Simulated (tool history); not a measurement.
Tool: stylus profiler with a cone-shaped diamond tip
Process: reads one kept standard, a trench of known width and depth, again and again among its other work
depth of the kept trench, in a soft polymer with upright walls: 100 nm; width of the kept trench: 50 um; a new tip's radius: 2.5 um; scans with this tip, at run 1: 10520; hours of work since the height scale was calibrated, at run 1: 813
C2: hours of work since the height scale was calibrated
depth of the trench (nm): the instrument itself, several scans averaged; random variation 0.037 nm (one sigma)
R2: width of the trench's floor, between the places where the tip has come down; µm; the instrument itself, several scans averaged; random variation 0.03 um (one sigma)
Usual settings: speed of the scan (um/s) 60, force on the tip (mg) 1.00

Run 1, hour 0.0: usual settings; scans with this tip 10520; C2 813. Result: depth of the trench (nm) 100.83, R2 47.32 µm.
Run 2, hour 94.9: usual settings; scans with this tip 11041; C2 853. Result: depth of the trench (nm) 100.81, R2 47.28 µm.
Run 3, hour 189.8: usual settings; scans with this tip 11562; C2 893. Result: depth of the trench (nm) 100.88, R2 47.24 µm.
Run 4, hour 266.1: usual settings but speed of the scan (um/s) 104; scans with this tip 11980; C2 926. Result: depth of the trench (nm) 100.89, R2 46.80 µm.
Run 5, hour 328.6: usual settings but speed of the scan (um/s) 104; scans with this tip 12323; C2 952. Result: depth of the trench (nm) 100.87, R2 46.77 µm.
Run 6, hour 410.1: usual settings; scans with this tip 12771; C2 987. Result: depth of the trench (nm) 100.86, R2 47.16 µm.
Run 7, hour 456.1: usual settings; scans with this tip 13023; C2 1006. Result: depth of the trench (nm) 100.86, R2 47.22 µm.
Run 8, hour 547.6: usual settings; scans with this tip 13525; C2 1045. Result: depth of the trench (nm) 100.91, R2 47.16 µm.
Run 9, hour 630.7: usual settings; scans with this tip 13981; C2 1080. Result: depth of the trench (nm) 100.92, R2 47.17 µm.
Run 10, hour 688.5: usual settings but speed of the scan (um/s) 142; scans with this tip 14299; C2 1105. Result: depth of the trench (nm) 100.96, R2 46.30 µm.
Run 11, hour 762.3: usual settings; scans with this tip 14703; C2 1136. Result: depth of the trench (nm) 100.89, R2 47.06 µm.
Run 12, hour 821.9: usual settings; scans with this tip 15031; C2 1161. Result: depth of the trench (nm) 100.92, R2 47.11 µm.
Run 13, hour 915.8: usual settings; scans with this tip 15546; C2 1201. Result: depth of the trench (nm) 100.92, R2 47.06 µm.
Run 14, hour 969.2: usual settings; scans with this tip 15839; C2 1224. Result: depth of the trench (nm) 100.98, R2 47.02 µm.
Run 15, hour 1010.2: usual settings; scans with this tip 16063; C2 1241. Result: depth of the trench (nm) 101.00, R2 47.06 µm.
Run 16, hour 1110.6: usual settings; scans with this tip 16615; C2 1284. Result: depth of the trench (nm) 100.94, R2 47.00 µm.
Run 17, hour 1197.8: usual settings but speed of the scan (um/s) 58; scans with this tip 17093; C2 1321. Result: depth of the trench (nm) 101.00, R2 47.00 µm.
Run 18, hour 1280.9: usual settings but speed of the scan (um/s) 58; scans with this tip 17549; C2 1356. Result: depth of the trench (nm) 100.99, R2 46.98 µm.
Run 19, hour 1330.2: usual settings; scans with this tip 17820; C2 1377. Result: depth of the trench (nm) 101.04, R2 46.95 µm.
Run 20, hour 1419.1: usual settings but speed of the scan (um/s) 77; scans with this tip 18307; C2 1415. Result: depth of the trench (nm) 100.99, R2 46.79 µm.
At hour 1427.9: height scale calibrated on a step standard.
Run 21, hour 1466.0: usual settings but force on the tip (mg) 0.41; scans with this tip 18562; C2 16. Result: depth of the trench (nm) 100.86, R2 46.59 µm.
Run 22, hour 1550.2: usual settings but speed of the scan (um/s) 64, force on the tip (mg) 2.69; scans with this tip 19024; C2 52. Result: depth of the trench (nm) 101.75, R2 47.11 µm.
Run 23, hour 1646.8: usual settings but speed of the scan (um/s) 64, force on the tip (mg) 2.69; scans with this tip 19554; C2 93. Result: depth of the trench (nm) 101.70, R2 47.08 µm.
At hour 1722.4: height scale calibrated on a step standard, once more.
Run 24, hour 1722.4: usual settings but speed of the scan (um/s) 88, force on the tip (mg) 1.35; scans with this tip 19966; C2 0. Result: depth of the trench (nm) 100.80, R2 46.70 µm.
Run 25, hour 1819.9: usual settings but speed of the scan (um/s) 58, force on the tip (mg) 1.11; scans with this tip 20501; C2 41. Result: depth of the trench (nm) 100.67, R2 46.90 µm.
Run 26, hour 1877.5: usual settings but speed of the scan (um/s) 56, force on the tip (mg) 2.66; scans with this tip 20817; C2 66. Result: depth of the trench (nm) 101.16, R2 47.12 µm.
Run 27, hour 1930.0: usual settings but speed of the scan (um/s) 56, force on the tip (mg) 2.66; scans with this tip 21105; C2 88. Result: depth of the trench (nm) 101.15, R2 47.10 µm.
Run 28, hour 1976.6: usual settings but speed of the scan (um/s) 17, force on the tip (mg) 0.39; scans with this tip 21361; C2 108. Result: depth of the trench (nm) 100.34, R2 47.15 µm.
At hour 1993.9: new tip fitted, height scale calibrated.
Run 29, hour 2045.5: usual settings but speed of the scan (um/s) 136, force on the tip (mg) 0.43; scans with this tip 283; C2 22. Result: depth of the trench (nm) 100.33, R2 46.41 µm.
Run 30, hour 2089.3: usual settings but speed of the scan (um/s) 136, force on the tip (mg) 0.43; scans with this tip 523; C2 40. Result: depth of the trench (nm) 100.33, R2 46.34 µm.
Run 31, hour 2167.6: usual settings but speed of the scan (um/s) 136, force on the tip (mg) 0.43; scans with this tip 953; C2 74. Result: depth of the trench (nm) 100.36, R2 46.39 µm.
Run 32, hour 2209.1: usual settings but speed of the scan (um/s) 45, force on the tip (mg) 1.35; scans with this tip 1181; C2 91. Result: depth of the trench (nm) 100.74, R2 48.07 µm.
Run 33, hour 2252.5: usual settings but speed of the scan (um/s) 104; scans with this tip 1419; C2 110. Result: depth of the trench (nm) 100.70, R2 47.39 µm.
Run 34, hour 2301.5: usual settings but speed of the scan (um/s) 29, force on the tip (mg) 2.59; scans with this tip 1688; C2 130. Result: depth of the trench (nm) 101.17, R2 48.23 µm.
Run 35, hour 2376.9: usual settings but speed of the scan (um/s) 29, force on the tip (mg) 2.59; scans with this tip 2101; C2 162. Result: depth of the trench (nm) 101.22, R2 48.26 µm.
Run 36, hour 2462.6: usual settings but speed of the scan (um/s) 80, force on the tip (mg) 0.43; scans with this tip 2572; C2 199. Result: depth of the trench (nm) 100.47, R2 47.13 µm.
Run 37, hour 2516.3: usual settings but speed of the scan (um/s) 80, force on the tip (mg) 0.43; scans with this tip 2866; C2 221. Result: depth of the trench (nm) 100.40, R2 47.14 µm.
Run 38, hour 2599.9: usual settings but speed of the scan (um/s) 80, force on the tip (mg) 0.43; scans with this tip 3325; C2 257. Result: depth of the trench (nm) 100.37, R2 47.06 µm.
Run 39, hour 2692.8: usual settings but force on the tip (mg) 0.63; scans with this tip 3835; C2 296. Result: depth of the trench (nm) 100.51, R2 47.53 µm.

Measured less the same run without the tool's hidden state. The same run-to-run variation is in both; the gauge's scatter may not be:
The hidden state here: radius of the tip, um; height scale over the true one, %; drift of the gauge itself on depth_nm, %; drift of the gauge itself on floor_um, %.
run  depth of the trench (nm)     R2
  1                     +0.24  -0.66
  2                     +0.25  -0.69
  3                     +0.26  -0.72
  4                     +0.28  -0.73
  5                     +0.28  -0.75
  6                     +0.30  -0.77
  7                     +0.30  -0.79
  8                     +0.31  -0.82
  9                     +0.33  -0.84
 10                     +0.33  -0.85
 11                     +0.34  -0.87
 12                     +0.35  -0.88
 13                     +0.36  -0.91
 14                     +0.37  -0.92
 15                     +0.38  -0.93
 16                     +0.39  -0.95
 17                     +0.40  -0.97
 18                     +0.41  -1.00
 19                     +0.42  -1.01
 20                     +0.44  -1.03
 21                     +0.56  -1.04
 22                     +0.57  -1.06
 23                     +0.58  -1.09
 24                     +0.02  -1.10
 25                     +0.04  -1.13
 26                     +0.04  -1.14
 27                     +0.05  -1.16
 28                     +0.06  -1.17
 29                     +0.03  -0.05
 30                     +0.03  -0.07
 31                     +0.05  -0.10
 32                     +0.05  -0.11
 33                     +0.05  -0.13
 34                     +0.06  -0.15
 35                     +0.07  -0.18
 36                     +0.08  -0.21
 37                     +0.09  -0.23
 38                     +0.10  -0.26
 39                     +0.12  -0.29

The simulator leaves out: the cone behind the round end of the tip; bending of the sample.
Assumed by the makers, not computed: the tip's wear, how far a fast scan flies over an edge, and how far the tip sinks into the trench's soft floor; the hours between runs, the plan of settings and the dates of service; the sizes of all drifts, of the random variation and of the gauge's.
